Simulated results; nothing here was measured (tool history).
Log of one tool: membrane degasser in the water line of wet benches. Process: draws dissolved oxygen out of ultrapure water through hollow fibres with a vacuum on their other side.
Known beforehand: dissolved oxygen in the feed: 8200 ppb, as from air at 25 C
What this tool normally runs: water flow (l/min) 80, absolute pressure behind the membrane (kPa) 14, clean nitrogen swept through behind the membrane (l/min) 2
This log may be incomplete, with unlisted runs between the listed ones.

run,hour,water flow (l/min),absolute pressure behind the membrane (kPa),clean nitrogen swept through behind the membrane (l/min),dissolved oxygen in the water behind the degasser (ppb),pressure that the water loses in the fibres (kPa)
1,0,80,14,2,870.9,26.1
2,60.3,80,14,2,868.3,26.62
3,124.7,80,18.1,2,1138.3,26.28
4,160.4,80,18.1,2,1134.7,26.79
5,198.3,80,14.7,2,919.9,26.55
6,266.3,80,14.7,2,916.4,26.76
7,330.3,80,14.7,2,921.9,26.64
8,372.6,80,14.7,2,920.5,26.48
9,417.5,80,14.7,2,916.6,26.61
10,450.9,80,14,2,873.3,26.55
11,516.3,80,14,2,881.2,26.56
12,572.2,80,9.1,2,529.8,26.88
# hour 610.3: vacuum gauge calibrated
13,646.2,80,9.1,3.82,326.6,26.67
14,716.5,80,9.1,3.82,330,26.58
15,748.5,80,9.1,3.82,325.3,26.82
16,824,80,14,2,850.6,26.7
17,884.7,80,14,2,850,26.48
18,940.8,60,14,2.67,528.6,20
19,983.2,109,15.7,2,1259.2,36.12
20,1039.9,109,15.7,2,1260.5,36.23
21,1099.2,109,15.7,2,1252.3,36.32
22,1165.6,109,15.7,2,1248.8,36.16
23,1219.5,120,23.5,2,1944,40.21
24,1253.3,49,23.5,2,989.8,16.26
25,1303.5,49,23.5,2,989.3,16.22
26,1333.9,49,23.5,2,982.8,16.39
27,1374,49,23.5,2,986.1,16.16
28,1431.2,51,12.8,2,520.4,16.82
29,1469.3,80,8.9,5.45,251.6,26.61
30,1505.9,106,34.2,2.05,2415.2,35.59
31,1576.2,106,34.2,2.05,2416.2,35.17
32,1641.8,102,33.7,1.53,2750.9,34.36

Hidden state or all else? Some run-to-run changes of dissolved oxygen in the water behind the degasser (ppb), split into what the settings, what came in and random variation would give without the hidden state, and what is left for the hidden state (with any gauge scatter that isn't in both results):
Hidden state at play: membrane still open, %; true pressure behind the membrane over the reading, kPa; air that leaks in behind the membrane, l/min; drift of the gauge itself on oxygen_ppb, %; drift of the gauge itself on loss_of_pressure_kpa, %.
Run 12 -> 13: clean nitrogen swept through behind the membrane (l/min) 2 -> 3.82, vacuum gauge calibrated. dissolved oxygen in the water behind the degasser (ppb) -203.2: hidden state -21.1, all else -182.1.
Run 18 -> 19: water flow (l/min) 60 -> 109, absolute pressure behind the membrane (kPa) 14 -> 15.7, clean nitrogen swept through behind the membrane (l/min) 2.67 -> 2. dissolved oxygen in the water behind the degasser (ppb) +730.6: hidden state -0.6, all else +731.2.
Run 23 -> 24: water flow (l/min) 120 -> 49. dissolved oxygen in the water behind the degasser (ppb) -954.2: hidden state +3.7, all else -957.9.
Run 27 -> 28: water flow (l/min) 49 -> 51, absolute pressure behind the membrane (kPa) 23.5 -> 12.8. dissolved oxygen in the water behind the degasser (ppb) -465.7: hidden state -3, all else -462.7.
Run 29 -> 30: water flow (l/min) 80 -> 106, absolute pressure behind the membrane (kPa) 8.9 -> 34.2, clean nitrogen swept through behind the membrane (l/min) 5.45 -> 2.05. dissolved oxygen in the water behind the degasser (ppb) +2163.6: hidden state +2.2, all else +2161.4.
